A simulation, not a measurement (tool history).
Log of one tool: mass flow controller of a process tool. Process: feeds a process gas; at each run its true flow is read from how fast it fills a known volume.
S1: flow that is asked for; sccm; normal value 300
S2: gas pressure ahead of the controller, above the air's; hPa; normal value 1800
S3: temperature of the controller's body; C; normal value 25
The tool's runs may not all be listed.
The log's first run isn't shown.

run 2 hour=131.3 | S1=104 S2=1800 S3=25 | true_flow_(%)=96.89
run 3 hour=310.8 | S1=104 S2=1800 S3=25 | true_flow_(%)=96.85
run 4 hour=490.3 | S1=104 S2=1800 S3=25 | true_flow_(%)=96.69
run 5 hour=745.8 | S1=104 S2=1800 S3=25 | true_flow_(%)=96.71
run 6 hour=931 | S1=300 S2=1800 S3=29 | true_flow_(%)=98.06
run 7 hour=1163.7 | S1=300 S2=1810 S3=25 | true_flow_(%)=98.53
run 8 hour=1391.2 | S1=300 S2=1810 S3=25 | true_flow_(%)=98.47
run 9 hour=1667.7 | S1=300 S2=1810 S3=25 | true_flow_(%)=98.32
run 10 hour=1923.5 | S1=300 S2=1810 S3=25 | true_flow_(%)=98.26
run 11 hour=2151.8 | S1=300 S2=1810 S3=25 | true_flow_(%)=98.19
run 12 hour=2341.5 | S1=300 S2=1810 S3=25 | true_flow_(%)=98.3
run 13 hour=2613.6 | S1=300 S2=1810 S3=25 | true_flow_(%)=98.2
run 14 hour=2770.9 | S1=300 S2=1810 S3=25 | true_flow_(%)=98.2
run 15 hour=3041.6 | S1=163 S2=1800 S3=25 | true_flow_(%)=96.97
run 16 hour=3270.9 | S1=191 S2=1800 S3=25 | true_flow_(%)=96.92
run 17 hour=3400 | S1=300 S2=1800 S3=25 | true_flow_(%)=98
run 18 hour=3548.2 | S1=300 S2=1800 S3=34 | true_flow_(%)=97.09
run 19 hour=3768.2 | S1=300 S2=1800 S3=34 | true_flow_(%)=97.13
run 20 hour=3933.3 | S1=300 S2=1800 S3=25 | true_flow_(%)=98.04
run 21 hour=4174.7 | S1=300 S2=1470 S3=25 | true_flow_(%)=97.77
run 22 hour=4311.5 | S1=300 S2=1580 S3=25 | true_flow_(%)=97.76
run 23 hour=4559.4 | S1=300 S2=1580 S3=25 | true_flow_(%)=97.6
run 24 hour=4746.1 | S1=300 S2=1800 S3=25 | true_flow_(%)=97.69
run 25 hour=5035.4 | S1=300 S2=1800 S3=31 | true_flow_(%)=96.93
run 26 hour=5206.7 | S1=189 S2=1800 S3=21 | true_flow_(%)=96.86

Run 27 comes next. What will it give?
run 27 hour=5367.5 | S1=76 S2=1410 S3=23 | true_flow_(%)=?

{"run 27": {"true flow (%)": 93.12}}
If the tool had no hidden condition, the same run with the same run-to-run variation would have returned true flow (%) 98.52.
